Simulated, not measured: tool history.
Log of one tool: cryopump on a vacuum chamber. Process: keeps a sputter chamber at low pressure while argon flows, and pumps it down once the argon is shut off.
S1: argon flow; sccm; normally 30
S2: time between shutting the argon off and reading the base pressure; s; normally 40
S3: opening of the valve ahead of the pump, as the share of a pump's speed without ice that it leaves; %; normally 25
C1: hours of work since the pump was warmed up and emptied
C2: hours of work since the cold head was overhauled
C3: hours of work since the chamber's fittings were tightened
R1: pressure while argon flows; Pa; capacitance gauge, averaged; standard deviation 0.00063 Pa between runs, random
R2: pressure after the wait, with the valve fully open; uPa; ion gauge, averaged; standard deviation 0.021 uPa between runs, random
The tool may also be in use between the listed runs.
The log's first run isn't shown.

| run | hour | S1 | S2 | S3 | C1 | C2 | C3 | R1 | R2 |
|---|---|---|---|---|---|---|---|---|---|
| 2 | 45.6 | 30 | 40 | 25 | 700 | 1994 | 1583 | 0.0992 | 1.65 |
| 3 | 109.2 | 30 | 40 | 25 | 754 | 2048 | 1637 | 0.0984 | 1.67 |
| 4 | 155.4 | 30 | 40 | 21 | 794 | 2087 | 1677 | 0.116 | 1.63 |
| 5 | 198 | 30 | 40 | 25 | 830 | 2123 | 1713 | 0.099 | 1.68 |
| 6 | 289.3 | 30 | 40 | 25 | 908 | 2201 | 1791 | 0.099 | 1.69 |
| 7 | 341.6 | 30 | 40 | 25 | 952 | 2245 | 1835 | 0.0985 | 1.68 |
| 8 | 419.6 | 30 | 40 | 25 | 1018 | 2312 | 1901 | 0.1 | 1.68 |
| 9 | 505.2 | 30 | 40 | 31 | 1091 | 2384 | 1974 | 0.0814 | 1.66 |
| 10 | 553.7 | 30 | 40 | 25 | 1132 | 2426 | 2015 | 0.1003 | 1.65 |
|  | 624 | pump warmed up, emptied and cooled again |
| 11 | 654.5 | 30 | 40 | 25 | 26 | 2507 | 2097 | 0.0954 | 1.66 |
| 12 | 713.2 | 30 | 40 | 25 | 76 | 2557 | 2147 | 0.0952 | 1.67 |
| 13 | 815.9 | 30 | 40 | 25 | 163 | 2644 | 2234 | 0.0965 | 1.66 |
| 14 | 860.4 | 30 | 40 | 25 | 201 | 2682 | 2272 | 0.0956 | 1.68 |
| 15 | 935.7 | 30 | 40 | 25 | 265 | 2746 | 2336 | 0.0966 | 1.67 |
| 16 | 996.8 | 30 | 40 | 25 | 317 | 2798 | 2388 | 0.0972 | 1.67 |
| 17 | 1091.6 | 30 | 40 | 25 | 398 | 2879 | 2469 | 0.098 | 1.73 |
| 18 | 1138.2 | 22 | 40 | 15 | 437 | 2918 | 2508 | 0.1174 | 1.68 |
| 19 | 1180.8 | 13 | 52 | 15 | 473 | 2955 | 2544 | 0.0693 | 1.37 |
| 20 | 1253.5 | 28 | 186 | 15 | 535 | 3016 | 2606 | 0.1488 | 0.62 |

Predict the results of run 21:
| 21 | 1302.5 | 57 | 55 | 25 | 577 | 3058 | 2648 | ? | ? |

Run 21 measured R1 0.1869 Pa, R2 1.32 uPa.
Had the tool carried no hidden state, the very same run would have given R1 0.1806 Pa, R2 1.13 uPa.
